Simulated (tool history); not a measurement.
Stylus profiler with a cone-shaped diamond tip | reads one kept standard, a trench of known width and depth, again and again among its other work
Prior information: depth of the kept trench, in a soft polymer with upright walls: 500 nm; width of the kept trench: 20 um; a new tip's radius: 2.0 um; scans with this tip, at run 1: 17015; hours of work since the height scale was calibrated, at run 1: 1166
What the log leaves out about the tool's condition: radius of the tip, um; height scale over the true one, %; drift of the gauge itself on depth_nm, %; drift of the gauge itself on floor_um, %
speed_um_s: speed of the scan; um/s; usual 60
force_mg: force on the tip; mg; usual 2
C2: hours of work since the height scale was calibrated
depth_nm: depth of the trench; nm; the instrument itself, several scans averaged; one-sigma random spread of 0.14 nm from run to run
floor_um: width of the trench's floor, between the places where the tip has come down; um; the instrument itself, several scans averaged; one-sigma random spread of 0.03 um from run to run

Run 1, day 0: usual settings; scans with this tip 17015; C2 1166. Result: depth_nm 504.98 nm, floor_um 16.49 um.
Run 2, day 4.708: usual settings; scans with this tip 17825; C2 1222. Result: depth_nm 504.66 nm, floor_um 16.54 um.
Run 3, day 7.729: usual settings but speed_um_s 26 um/s; scans with this tip 18344; C2 1257. Result: depth_nm 504.97 nm, floor_um 16.66 um.
Run 4, day 12.112: usual settings but speed_um_s 26 um/s; scans with this tip 19098; C2 1309. Result: depth_nm 505.23 nm, floor_um 16.59 um.
Run 5, day 15.479: usual settings but speed_um_s 26 um/s; scans with this tip 19677; C2 1349. Result: depth_nm 505.33 nm, floor_um 16.59 um.
Run 6, day 19.896: usual settings; scans with this tip 20436; C2 1401. Result: depth_nm 505.38 nm, floor_um 16.46 um.
Run 7, day 22.754: usual settings; scans with this tip 20927; C2 1434. Result: depth_nm 505.27 nm, floor_um 16.35 um.
Run 8, day 27.796: usual settings but force_mg 0.88 mg; scans with this tip 21795; C2 1494. Result: depth_nm 504.47 nm, floor_um 16.23 um.
Run 9, day 30.083: usual settings but force_mg 0.88 mg; scans with this tip 22187; C2 1521. Result: depth_nm 504.27 nm, floor_um 16.22 um.
Run 10, day 32.558: usual settings; scans with this tip 22613; C2 1550. Result: depth_nm 505.55 nm, floor_um 16.4 um.
Run 11, day 34.771: usual settings; scans with this tip 22994; C2 1576. Result: depth_nm 505.38 nm, floor_um 16.34 um.
Run 12, day 37.638: usual settings; scans with this tip 23486; C2 1610. Result: depth_nm 505.45 nm, floor_um 16.32 um.
Run 13, day 40.154: usual settings but force_mg 3.81 mg; scans with this tip 23919; C2 1639. Result: depth_nm 507.01 nm, floor_um 16.37 um.
Run 14, day 44.388: usual settings but speed_um_s 69 um/s; scans with this tip 24647; C2 1689. Result: depth_nm 505.88 nm, floor_um 16.3 um.
Run 15, day 47.367: usual settings but speed_um_s 69 um/s; scans with this tip 25159; C2 1724. Result: depth_nm 505.8 nm, floor_um 16.25 um.
Run 16, day 51.062: usual settings but speed_um_s 69 um/s; scans with this tip 25794; C2 1768. Result: depth_nm 505.85 nm, floor_um 16.21 um.
At day 51.562: new tip fitted, height scale calibrated.
Run 17, day 55.304: usual settings but speed_um_s 189 um/s, force_mg 1.92 mg; scans with this tip 643; C2 44. Result: depth_nm 502.69 nm, floor_um 16.42 um.
Run 18, day 58.029: usual settings but speed_um_s 37 um/s, force_mg 1.17 mg; scans with this tip 1111; C2 76. Result: depth_nm 501.76 nm, floor_um 17.1 um.
Run 19, day 61.454: usual settings but speed_um_s 33 um/s, force_mg 3.02 mg; scans with this tip 1701; C2 117. Result: depth_nm 503.59 nm, floor_um 17.27 um.
Run 20, day 66.608: usual settings but speed_um_s 33 um/s, force_mg 3.02 mg; scans with this tip 2586; C2 177. Result: depth_nm 503.83 nm, floor_um 17.21 um.
Run 21, day 68.892: usual settings but speed_um_s 33 um/s, force_mg 3.02 mg; scans with this tip 2979; C2 204. Result: depth_nm 503.8 nm, floor_um 17.14 um.
Run 22, day 74.083: usual settings but speed_um_s 225 um/s, force_mg 5.99 mg; scans with this tip 3872; C2 265. Result: depth_nm 505.98 nm, floor_um 16.63 um.
Run 23, day 78.046: usual settings but speed_um_s 26 um/s, force_mg 1.12 mg; scans with this tip 4553; C2 312. Result: depth_nm 502.17 nm, floor_um 17.05 um.
Run 24, day 80.908: usual settings but speed_um_s 21 um/s, force_mg 3.82 mg; scans with this tip 5045; C2 346. Result: depth_nm 504.5 nm, floor_um 17.19 um.
Run 25, day 84.225: usual settings but speed_um_s 21 um/s, force_mg 3.82 mg; scans with this tip 5615; C2 385. Result: depth_nm 504.75 nm, floor_um 17.12 um.
Run 26, day 86.429: usual settings but speed_um_s 158 um/s, force_mg 0.97 mg; scans with this tip 5994; C2 411. Result: depth_nm 502.36 nm, floor_um 16.06 um.
Run 27, day 89.017: usual settings but speed_um_s 158 um/s, force_mg 0.97 mg; scans with this tip 6440; C2 441. Result: depth_nm 502.62 nm, floor_um 16.04 um.
Run 28, day 92.588: usual settings but speed_um_s 47 um/s, force_mg 3.51 mg; scans with this tip 7053; C2 483. Result: depth_nm 504.43 nm, floor_um 17 um.

How the hidden state differs across the entries between the runs, from the last listed run before each to the first after it:
In the gap between runs 16 and 17: new tip fitted, height scale calibrated (day 51.562)
  radius of the tip, um: 3.19 -> 1.95; height scale over the true one, %: 0.616 -> -0.005
  measured less the result without the state, depth_nm: +3.1 -> -0.03 nm; floor_um: -0.79 -> +0.04 um

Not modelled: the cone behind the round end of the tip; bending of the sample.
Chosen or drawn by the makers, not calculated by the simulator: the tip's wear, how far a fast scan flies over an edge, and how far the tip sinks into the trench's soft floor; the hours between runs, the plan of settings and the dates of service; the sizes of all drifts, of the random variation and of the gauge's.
